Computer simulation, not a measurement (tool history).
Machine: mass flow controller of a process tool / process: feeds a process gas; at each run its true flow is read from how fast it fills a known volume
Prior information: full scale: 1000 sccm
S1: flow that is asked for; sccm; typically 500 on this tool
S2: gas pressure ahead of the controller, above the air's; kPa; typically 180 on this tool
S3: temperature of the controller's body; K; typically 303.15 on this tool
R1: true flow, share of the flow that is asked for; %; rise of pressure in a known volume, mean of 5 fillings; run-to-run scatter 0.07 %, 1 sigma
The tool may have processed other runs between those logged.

{"run": 1, "hour": 0.0, "S1": 500, "S2": 180, "S3": 303.15, "R1": 99.76}
{"run": 2, "hour": 253.4, "S1": 500, "S2": 180, "S3": 303.15, "R1": 99.81}
{"run": 3, "hour": 734.3, "S1": 500, "S2": 180, "S3": 303.15, "R1": 99.99}
{"run": 4, "hour": 1025.7, "S1": 317, "S2": 180, "S3": 303.15, "R1": 100.06}
{"run": 5, "hour": 1412.9, "S1": 317, "S2": 180, "S3": 303.15, "R1": 100.27}
{"run": 6, "hour": 1684.0, "S1": 500, "S2": 180, "S3": 303.15, "R1": 100.23}
{"hour": 1932.7, "done": "controller's zero set anew"}
{"run": 7, "hour": 2171.9, "S1": 500, "S2": 180, "S3": 303.15, "R1": 99.32}
{"hour": 2216.5, "done": "controller exchanged for a calibrated one"}
{"run": 8, "hour": 2522.3, "S1": 500, "S2": 180, "S3": 303.15, "R1": 98.36}
{"run": 9, "hour": 2904.9, "S1": 500, "S2": 180, "S3": 303.15, "R1": 98.59}
{"run": 10, "hour": 3126.2, "S1": 500, "S2": 180, "S3": 303.15, "R1": 98.58}
{"run": 11, "hour": 3388.3, "S1": 192, "S2": 180, "S3": 303.15, "R1": 97.87}
{"run": 12, "hour": 3594.5, "S1": 500, "S2": 180, "S3": 303.15, "R1": 98.75}
{"run": 13, "hour": 3812.1, "S1": 238, "S2": 180, "S3": 303.15, "R1": 98.18}
{"run": 14, "hour": 4256.9, "S1": 500, "S2": 180, "S3": 303.15, "R1": 98.96}
{"run": 15, "hour": 4723.6, "S1": 500, "S2": 180, "S3": 303.15, "R1": 98.92}
{"run": 16, "hour": 5170.4, "S1": 588, "S2": 253, "S3": 305.15, "R1": 98.77}
{"run": 17, "hour": 5446.0, "S1": 588, "S2": 253, "S3": 305.15, "R1": 98.87}
{"run": 18, "hour": 5881.3, "S1": 217, "S2": 269, "S3": 305.15, "R1": 98.45}
{"run": 19, "hour": 6133.9, "S1": 759, "S2": 269, "S3": 305.15, "R1": 99.42}
{"run": 20, "hour": 6352.6, "S1": 533, "S2": 270, "S3": 301.15, "R1": 99.36}
{"run": 21, "hour": 6787.5, "S1": 533, "S2": 270, "S3": 301.15, "R1": 99.54}
{"run": 22, "hour": 7046.6, "S1": 533, "S2": 270, "S3": 301.15, "R1": 99.62}
{"run": 23, "hour": 7377.3, "S1": 533, "S2": 143, "S3": 301.15, "R1": 100.35}
{"run": 24, "hour": 7757.2, "S1": 110, "S2": 143, "S3": 304.15, "R1": 101.29}
{"run": 25, "hour": 8178.3, "S1": 409, "S2": 164, "S3": 310.15, "R1": 99.24}
{"run": 26, "hour": 8532.0, "S1": 409, "S2": 164, "S3": 305.15, "R1": 99.8}
{"run": 27, "hour": 8977.3, "S1": 409, "S2": 164, "S3": 301.15, "R1": 100.47}
{"run": 28, "hour": 9317.9, "S1": 379, "S2": 180, "S3": 297.15, "R1": 101.03}
{"run": 29, "hour": 9579.1, "S1": 379, "S2": 180, "S3": 297.15, "R1": 101.19}
{"run": 30, "hour": 9984.6, "S1": 379, "S2": 180, "S3": 297.15, "R1": 101.25}

Here are 4 independent what-if runs from the current tool condition. What would each one return?
{"run": "A", "hour": 10453.6, "S1": 252, "S2": 180, "S3": 309.15, "R1": "?"}
{"run": "B", "hour": 10453.6, "S1": 500, "S2": 240, "S3": 305.15, "R1": "?"}
{"run": "C", "hour": 10453.6, "S1": 379, "S2": 186, "S3": 297.15, "R1": "?"}
{"run": "D", "hour": 10453.6, "S1": 334, "S2": 254, "S3": 297.15, "R1": "?"}

run=A R1=100.3
run=B R1=100.22
run=C R1=101.41
run=D R1=101.08
Without the tool's hidden state the same runs would have given:
run=A R1=96.31
run=B R1=97.31
run=C R1=98.14
run=D R1=97.63
